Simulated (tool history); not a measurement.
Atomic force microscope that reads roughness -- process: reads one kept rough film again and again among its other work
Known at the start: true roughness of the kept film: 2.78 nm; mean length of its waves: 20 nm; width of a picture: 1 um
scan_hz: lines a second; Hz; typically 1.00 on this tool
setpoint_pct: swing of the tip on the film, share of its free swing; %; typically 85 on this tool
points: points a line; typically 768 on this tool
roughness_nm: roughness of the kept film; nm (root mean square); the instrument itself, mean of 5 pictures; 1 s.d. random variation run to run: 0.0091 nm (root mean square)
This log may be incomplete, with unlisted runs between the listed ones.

{"run": 1, "hour": 0.0, "scan_hz": 1.0, "setpoint_pct": 85, "points": 768, "roughness_nm": 1.833}
{"run": 2, "hour": 29.3, "scan_hz": 1.0, "setpoint_pct": 85, "points": 768, "roughness_nm": 1.735}
{"run": 3, "hour": 49.8, "scan_hz": 1.0, "setpoint_pct": 85, "points": 768, "roughness_nm": 1.696}
{"run": 4, "hour": 72.4, "scan_hz": 1.0, "setpoint_pct": 85, "points": 768, "roughness_nm": 1.973}
{"run": 5, "hour": 91.4, "scan_hz": 1.0, "setpoint_pct": 85, "points": 768, "roughness_nm": 1.911}
{"run": 6, "hour": 128.0, "scan_hz": 1.0, "setpoint_pct": 85, "points": 709, "roughness_nm": 1.787}
{"run": 7, "hour": 167.0, "scan_hz": 1.0, "setpoint_pct": 85, "points": 709, "roughness_nm": 2.011}
{"run": 8, "hour": 209.1, "scan_hz": 1.0, "setpoint_pct": 85, "points": 395, "roughness_nm": 1.817}
{"run": 9, "hour": 247.7, "scan_hz": 1.0, "setpoint_pct": 85, "points": 395, "roughness_nm": 1.701}
{"run": 10, "hour": 279.7, "scan_hz": 1.0, "setpoint_pct": 85, "points": 768, "roughness_nm": 1.977}
{"run": 11, "hour": 299.9, "scan_hz": 1.0, "setpoint_pct": 85, "points": 269, "roughness_nm": 1.849}
{"run": 12, "hour": 329.0, "scan_hz": 1.0, "setpoint_pct": 85, "points": 269, "roughness_nm": 1.754}
{"run": 13, "hour": 347.5, "scan_hz": 1.0, "setpoint_pct": 85, "points": 269, "roughness_nm": 1.683}
{"run": 14, "hour": 368.7, "scan_hz": 1.0, "setpoint_pct": 85, "points": 269, "roughness_nm": 1.614}
{"run": 15, "hour": 389.5, "scan_hz": 1.0, "setpoint_pct": 85, "points": 768, "roughness_nm": 1.961}
{"run": 16, "hour": 430.8, "scan_hz": 1.0, "setpoint_pct": 89, "points": 768, "roughness_nm": 1.76}
{"run": 17, "hour": 469.3, "scan_hz": 1.0, "setpoint_pct": 89, "points": 768, "roughness_nm": 1.66}
{"run": 18, "hour": 503.0, "scan_hz": 1.0, "setpoint_pct": 89, "points": 768, "roughness_nm": 1.887}
{"run": 19, "hour": 536.9, "scan_hz": 1.0, "setpoint_pct": 73, "points": 731, "roughness_nm": 1.85}
{"run": 20, "hour": 569.6, "scan_hz": 1.0, "setpoint_pct": 73, "points": 731, "roughness_nm": 1.759}
{"run": 21, "hour": 598.1, "scan_hz": 1.0, "setpoint_pct": 73, "points": 731, "roughness_nm": 2.031}
{"run": 22, "hour": 625.8, "scan_hz": 1.0, "setpoint_pct": 73, "points": 731, "roughness_nm": 1.922}
{"run": 23, "hour": 668.5, "scan_hz": 1.0, "setpoint_pct": 73, "points": 731, "roughness_nm": 1.767}
{"run": 24, "hour": 711.8, "scan_hz": 1.0, "setpoint_pct": 56, "points": 768, "roughness_nm": 2.021}
{"run": 25, "hour": 745.1, "scan_hz": 1.75, "setpoint_pct": 64, "points": 363, "roughness_nm": 1.808}
{"run": 26, "hour": 781.2, "scan_hz": 1.75, "setpoint_pct": 89, "points": 789, "roughness_nm": 1.568}
{"run": 27, "hour": 810.9, "scan_hz": 1.0, "setpoint_pct": 89, "points": 329, "roughness_nm": 1.907}
{"run": 28, "hour": 834.1, "scan_hz": 1.0, "setpoint_pct": 65, "points": 271, "roughness_nm": 1.903}
{"run": 29, "hour": 873.2, "scan_hz": 1.57, "setpoint_pct": 87, "points": 403, "roughness_nm": 1.657}
{"run": 30, "hour": 906.3, "scan_hz": 1.68, "setpoint_pct": 85, "points": 872, "roughness_nm": 1.926}
{"run": 31, "hour": 929.6, "scan_hz": 1.0, "setpoint_pct": 82, "points": 768, "roughness_nm": 1.918}
{"run": 32, "hour": 971.9, "scan_hz": 1.51, "setpoint_pct": 85, "points": 522, "roughness_nm": 1.711}
{"run": 33, "hour": 1008.5, "scan_hz": 2.64, "setpoint_pct": 69, "points": 309, "roughness_nm": 1.954}

Not shown: 12 entries that the log had between the listed runs. Between which runs, and how does the tool's hidden state differ before and after?
After run 3, before run 4: new tip fitted (hour 59.4)
  radius of the tip, nm: 20 -> 11.4; height scale over the true one, %: 0.12 -> 0.14
  what was measured, less what the result would be without the hidden state, roughness_nm: -0.362 -> -0.058 nm (root mean square)
After run 6, before run 7: new tip fitted (hour 163.6)
  radius of the tip, nm: 16.8 -> 10.8; height scale over the true one, %: 0.18 -> 0.2
  what was measured, less what the result would be without the hidden state, roughness_nm: -0.259 -> -0.031 nm (root mean square)
After run 9, before run 10: new tip fitted (hour 268.7)
  radius of the tip, nm: 18.9 -> 11.5; height scale over the true one, %: 0.25 -> 0.28
  what was measured, less what the result would be without the hidden state, roughness_nm: -0.319 -> -0.059 nm (root mean square)
After run 14, before run 15: height scale calibrated on a step standard (hour 371.5); new tip fitted (hour 374.4)
  radius of the tip, nm: 20.6 -> 12.3; height scale over the true one, %: 0.33 -> 0.57
  what was measured, less what the result would be without the hidden state, roughness_nm: -0.361 -> -0.084 nm (root mean square)
After run 17, before run 18: new tip fitted (hour 478.1)
  radius of the tip, nm: 20.4 -> 13.3; height scale over the true one, %: 0.63 -> 0.65
  what was measured, less what the result would be without the hidden state, roughness_nm: -0.358 -> -0.121 nm (root mean square)
After run 20, before run 21: new tip fitted (hour 583.4)
  radius of the tip, nm: 19.3 -> 11.8; height scale over the true one, %: 0.7 -> 0.71
  what was measured, less what the result would be without the hidden state, roughness_nm: -0.337 -> -0.062 nm (root mean square)
After run 21, before run 22: height scale calibrated on a step standard, once more (hour 606.2)
  radius of the tip, nm: 11.8 -> 14.1; height scale over the true one, %: 0.71 -> 0.06
  what was measured, less what the result would be without the hidden state, roughness_nm: -0.062 -> -0.171 nm (root mean square)
After run 23, before run 24: new tip fitted (hour 688.6)
  radius of the tip, nm: 18.6 -> 13.2; height scale over the true one, %: 0.09 -> 0.12
  what was measured, less what the result would be without the hidden state, roughness_nm: -0.327 -> -0.136 nm (root mean square)
After run 26, before run 27: new tip fitted (hour 792.3)
  radius of the tip, nm: 20.1 -> 11.8; height scale over the true one, %: 0.17 -> 0.19
  what was measured, less what the result would be without the hidden state, roughness_nm: -0.338 -> -0.069 nm (root mean square)
After run 29, before run 30: new tip fitted (hour 898.5)
  radius of the tip, nm: 18 -> 11; height scale over the true one, %: 0.23 -> 0.25
  what was measured, less what the result would be without the hidden state, roughness_nm: -0.281 -> -0.034 nm (root mean square)
After run 32, before run 33: new tip fitted (hour 1002.5)
  radius of the tip, nm: 16.8 -> 10.8; height scale over the true one, %: 0.3 -> 0.33
  what was measured, less what the result would be without the hidden state, roughness_nm: -0.248 -> -0.025 nm (root mean square)
